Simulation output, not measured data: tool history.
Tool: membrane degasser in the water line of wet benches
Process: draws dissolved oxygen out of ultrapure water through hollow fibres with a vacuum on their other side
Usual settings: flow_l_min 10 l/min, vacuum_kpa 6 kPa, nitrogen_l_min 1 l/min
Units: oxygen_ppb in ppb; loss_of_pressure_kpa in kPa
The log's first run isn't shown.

| run | hour | flow_l_min | vacuum_kpa | nitrogen_l_min | hours since the membrane was changed | hours since the vacuum gauge was calibrated | hours since the vacuum lines were made tight | oxygen_ppb | loss_of_pressure_kpa |
|---|---|---|---|---|---|---|---|---|---|
| 2 | 36.4 | 10 | 6 | 1 | 361 | 2635 | 6668 | 98.7 | 44.19 |
| 3 | 82 | 10 | 6 | 1 | 406 | 2680 | 6714 | 98.2 | 44.32 |
| 4 | 119.4 | 6 | 6 | 1 | 444 | 2718 | 6751 | 49.6 | 26.5 |
| 5 | 150.8 | 6 | 6 | 1 | 475 | 2749 | 6783 | 49.9 | 26.64 |
| 6 | 183.9 | 10 | 6 | 1 | 508 | 2782 | 6816 | 98.2 | 44.63 |
| 7 | 219 | 10 | 6 | 1 | 543 | 2817 | 6851 | 97.7 | 44.3 |
| 8 | 267.4 | 10 | 6 | 1 | 592 | 2865 | 6899 | 97.1 | 43.76 |
| 9 | 294.1 | 10 | 6 | 2.15 | 619 | 2892 | 6926 | 62 | 43.97 |
| 10 | 341.1 | 10 | 10.81 | 1 | 666 | 2939 | 6973 | 214.2 | 43.92 |
| 11 | 382.2 | 10 | 10.81 | 1 | 707 | 2980 | 7014 | 213 | 44.31 |
| 12 | 412.4 | 10 | 10.81 | 1 | 737 | 3011 | 7045 | 213.9 | 44.37 |
| 13 | 436.8 | 10 | 10.81 | 1 | 761 | 3035 | 7069 | 218 | 44.33 |
| 14 | 473.2 | 10 | 10.81 | 1 | 798 | 3071 | 7105 | 213.2 | 44.21 |
| 15 | 499.1 | 10 | 6.29 | 1 | 824 | 3097 | 7131 | 103.7 | 44.12 |
| 16 | 547.8 | 10 | 6 | 1 | 872 | 3146 | 7180 | 99.9 | 44.42 |
| 17 | 575.8 | 10 | 5.29 | 1.17 | 900 | 3174 | 7208 | 73.4 | 44.13 |
| 18 | 612.3 | 7 | 4.39 | 1 | 937 | 3210 | 7244 | 30.5 | 30.63 |

Run 19 comes next. What will it give?
| 19 | 635.7 | 7 | 4.39 | 1 | 960 | 3234 | 7268 | ? | ? |

{"run 19": {"oxygen_ppb": 31.5, "loss_of_pressure_kpa": 31.42}}
Without the tool's hidden state the same run would have given oxygen_ppb 28 ppb, loss_of_pressure_kpa 31.27 kPa.
